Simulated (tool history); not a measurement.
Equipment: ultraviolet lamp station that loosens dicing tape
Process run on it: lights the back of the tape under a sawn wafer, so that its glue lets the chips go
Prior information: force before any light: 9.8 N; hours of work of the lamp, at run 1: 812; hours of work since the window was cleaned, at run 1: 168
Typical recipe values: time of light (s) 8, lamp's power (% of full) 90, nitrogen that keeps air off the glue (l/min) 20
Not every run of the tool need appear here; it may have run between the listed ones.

run     day  time of light (s)  lamp's power (% of full)  nitrogen that keeps air off the glue (l/min)  hours of work of the lamp  hours of work since the window was cleaned  force that peels the tape off (N)  light that reached the tape (mJ/cm2)
  1   0.000                  8                        90                                            20                        812                                         168                              0.258                                   417
  2   1.954                  8                        90                                            20                        845                                         201                              0.261                                   415
  3   3.608                  8                        90                                            20                        873                                         229                              0.247                                   414
  4   5.888                  8                        90                                            11                        912                                         267                              0.388                                   415
  5   7.042                  8                        77                                            11                        932                                         287                              0.549                                   355
  6   8.621                  8                        77                                            11                        958                                         314                              0.547                                   358
  7  10.100                  8                        90                                            15                        983                                         339                              0.312                                   417
  8  11.404                  8                        90                                            15                       1005                                         361                              0.297                                   419
  9  13.138                  8                        90                                            15                       1035                                         390                              0.315                                   419
 10  15.038                  8                        90                                            20                       1067                                         422                              0.265                                   414
     15.454  -- window cleaned of glue's vapour
 11  16.279                  8                        90                                            20                       1088                                          14                              0.251                                   419
 12  17.950                  8                        85                                            20                       1116                                          42                              0.283                                   392
 13  19.467                  8                        90                                            31                       1142                                          68                              0.206                                   422
 14  21.562                  8                        90                                            20                       1177                                         103                              0.259                                   414
 15  23.112                  8                        90                                            10                       1203                                         130                              0.418                                   415
 16  24.962                  8                        87                                            32                       1235                                         161                              0.222                                   407
 17  27.354                  8                        87                                            32                       1275                                         201                              0.229                                   406
 18  29.283                  8                        87                                            32                       1308                                         234                              0.214                                   402
 19  31.246                  6                        62                                            14                       1341                                         267                              1.396                                   216
 20  32.421                  5                        62                                            13                       1361                                         287                              2.002                                   175
 21  34.421                  9                        90                                            20                       1395                                         321                              0.206                                   467
 22  36.904                  4                        70                                             7                       1437                                         363                              2.959                                   165
 23  38.458                  4                        70                                             7                       1463                                         389                              2.903                                   165
 24  40.592                  6                        87                                            11                       1499                                         426                              0.817                                   302
     41.012  -- window cleaned of glue's vapour
 25  42.000                  5                        99                                            39                       1523                                          17                              0.441                                   282
 26  43.508                  5                        92                                            39                       1548                                          42                              0.516                                   267
 27  46.192                  8                        92                                            20                       1594                                          88                              0.253                                   429

3 ways to go on from here, each from the tool as it stands after run 27. What would each give?
  A  47.525                  4                        88                                            21                       1616                                         110                                  ?                                     ?
  B  47.525                 13                        75                                            20                       1616                                         110                                  ?                                     ?
  C  47.525                 10                        92                                            20                       1616                                         110                                  ?                                     ?

run  force that peels the tape off (N)  light that reached the tape (mJ/cm2)
  A                              1.267                                   204
  B                              0.171                                   557
  C                              0.175                                   533
The same runs, with their run-to-run variation unchanged, on a tool lacking any hidden condition would have given:
run  force that peels the tape off (N)  light that reached the tape (mJ/cm2)
  A                              1.258                                   205
  B                              0.170                                   559
  C                              0.174                                   535

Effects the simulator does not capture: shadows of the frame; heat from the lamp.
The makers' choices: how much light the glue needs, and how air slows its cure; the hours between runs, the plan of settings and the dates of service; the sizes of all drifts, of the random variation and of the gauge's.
